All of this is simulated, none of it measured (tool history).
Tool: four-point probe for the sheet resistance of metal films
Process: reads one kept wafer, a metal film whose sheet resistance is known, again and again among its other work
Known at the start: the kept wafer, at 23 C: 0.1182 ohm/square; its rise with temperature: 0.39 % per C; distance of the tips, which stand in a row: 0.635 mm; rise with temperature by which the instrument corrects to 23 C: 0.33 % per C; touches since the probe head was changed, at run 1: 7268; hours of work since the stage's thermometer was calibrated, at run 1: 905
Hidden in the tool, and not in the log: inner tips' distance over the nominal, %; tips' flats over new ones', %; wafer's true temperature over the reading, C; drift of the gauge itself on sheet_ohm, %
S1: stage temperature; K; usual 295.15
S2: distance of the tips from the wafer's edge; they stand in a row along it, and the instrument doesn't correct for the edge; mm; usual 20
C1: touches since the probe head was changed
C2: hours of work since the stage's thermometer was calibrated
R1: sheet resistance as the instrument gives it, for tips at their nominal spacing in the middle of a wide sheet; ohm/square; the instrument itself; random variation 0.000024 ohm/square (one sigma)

| run | day | S1 | S2 | C1 | C2 | R1 |
|---|---|---|---|---|---|---|
| 1 | 0 | 295.15 | 20 | 7268 | 905 | 0.117483 |
| 2 | 0.646 | 297.15 | 20 | 7459 | 911 | 0.117612 |
| 3 | 1.35 | 295.15 | 5 | 7668 | 918 | 0.118389 |
| 4 | 2.142 | 295.15 | 61 | 7902 | 926 | 0.117402 |
| 5 | 2.729 | 295.15 | 63 | 8075 | 932 | 0.117383 |
| 6 | 3.079 | 295.15 | 7 | 8179 | 936 | 0.117886 |
| 7 | 3.796 | 295.15 | 7 | 8391 | 943 | 0.117888 |
| 8 | 4.283 | 295.15 | 7 | 8536 | 948 | 0.117967 |
| 9 | 4.65 | 295.15 | 7 | 8644 | 952 | 0.117882 |
| 10 | 5.033 | 292.15 | 7 | 8758 | 955 | 0.117678 |
| 11 | 5.542 | 292.15 | 7 | 8908 | 961 | 0.117641 |
| 12 | 6.021 | 292.15 | 7 | 9050 | 965 | 0.117694 |
| 13 | 6.379 | 291.15 | 20 | 9156 | 969 | 0.117159 |
| 14 | 6.729 | 291.15 | 20 | 9259 | 972 | 0.117152 |
| 15 | 7.288 | 291.15 | 20 | 9425 | 978 | 0.117124 |
| 16 | 8.125 | 295.15 | 4 | 9673 | 987 | 0.118938 |
| 17 | 8.671 | 295.15 | 26 | 9835 | 992 | 0.117394 |
| 18 | 9.179 | 295.15 | 26 | 9985 | 997 | 0.117385 |
| 19 | 9.879 | 295.15 | 20 | 10191 | 1004 | 0.117433 |
| 20 | 10.25 | 295.15 | 47 | 10302 | 1008 | 0.117375 |
| 21 | 10.821 | 297.15 | 4 | 10470 | 1014 | 0.119049 |
| 22 | 11.625 | 295.15 | 10 | 10708 | 1022 | 0.117586 |
| 23 | 12.046 | 295.15 | 3 | 10833 | 1026 | 0.120089 |
| 24 | 12.808 | 295.15 | 3 | 11059 | 1034 | 0.120099 |
| 25 | 13.5 | 305.15 | 70 | 11263 | 1040 | 0.118037 |
| 26 | 14.275 | 305.15 | 70 | 11493 | 1048 | 0.118039 |
| 27 | 14.804 | 305.15 | 70 | 11649 | 1054 | 0.118043 |
| 28 | 15.612 | 305.15 | 70 | 11888 | 1062 | 0.118013 |
| 29 | 16.392 | 303.15 | 13 | 12119 | 1069 | 0.11802 |
| 30 | 17.221 | 295.15 | 40 | 12365 | 1078 | 0.11731 |
| 31 | 17.642 | 301.15 | 9 | 12490 | 1082 | 0.118046 |
| 32 | 18.45 | 301.15 | 9 | 12729 | 1090 | 0.118027 |
| 33 | 19.054 | 301.15 | 9 | 12907 | 1096 | 0.118034 |
| 34 | 19.662 | 301.15 | 9 | 13087 | 1102 | 0.118025 |
| 35 | 20.008 | 307.15 | 25 | 13189 | 1106 | 0.118173 |
| 36 | 20.738 | 300.15 | 22 | 13406 | 1113 | 0.117716 |
| 37 | 21.258 | 300.15 | 22 | 13560 | 1118 | 0.117709 |
| 38 | 21.783 | 302.15 | 53 | 13714 | 1124 | 0.117803 |

The next listed run, before its measurement:
| 39 | 22.438 | 296.15 | 4 | 13908 | 1130 | ? |

Run 39 gave R1 0.118995 ohm/square.
Without the tool's hidden state the same run would have given R1 0.119837 ohm/square.

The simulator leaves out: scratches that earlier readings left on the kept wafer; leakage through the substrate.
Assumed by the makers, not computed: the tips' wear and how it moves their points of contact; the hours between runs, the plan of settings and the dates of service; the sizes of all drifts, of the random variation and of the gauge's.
